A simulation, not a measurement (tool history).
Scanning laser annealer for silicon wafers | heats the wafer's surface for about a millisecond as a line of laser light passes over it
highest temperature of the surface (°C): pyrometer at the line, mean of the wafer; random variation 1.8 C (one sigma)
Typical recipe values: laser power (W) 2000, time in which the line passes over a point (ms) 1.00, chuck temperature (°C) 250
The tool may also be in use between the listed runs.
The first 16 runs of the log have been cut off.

run    hour  laser power (W)  time in which the line passes over a point (ms)  chuck temperature (°C)  highest temperature of the surface (°C)
 17  1136.0             2000                                             1.00                     250                                      986
 18  1195.6             2000                                             1.00                     250                                      989
 19  1280.5             2000                                             1.00                     250                                      988
 20  1379.8             2000                                             1.00                     250                                      987
 21  1462.2             2000                                             1.00                     250                                      987
 22  1547.3             2000                                             1.00                     250                                      985
 23  1601.5             2000                                             0.76                     246                                      888
 24  1672.0             2087                                             1.18                     257                                     1106
 25  1720.9             2087                                             1.18                     278                                     1125
 26  1796.8             2087                                             1.18                     278                                     1124
     1822.1  -- window over the wafer cleaned
 27  1895.9             2000                                             1.00                     252                                      990
 28  1988.1             2000                                             1.07                     210                                      971
 29  2084.1             2000                                             0.87                     240                                      924
     2095.7  -- optics aligned, line set to its width
 30  2188.3             2142                                             1.00                     282                                     1085

Run 31 has not been measured yet. What should we expect?
 31  2271.7             1934                                             0.74                     250                                        ?

highest temperature of the surface (°C): 853
With the hidden condition absent and the run-to-run variation left alone, this run would have shown highest temperature of the surface (°C) 854.
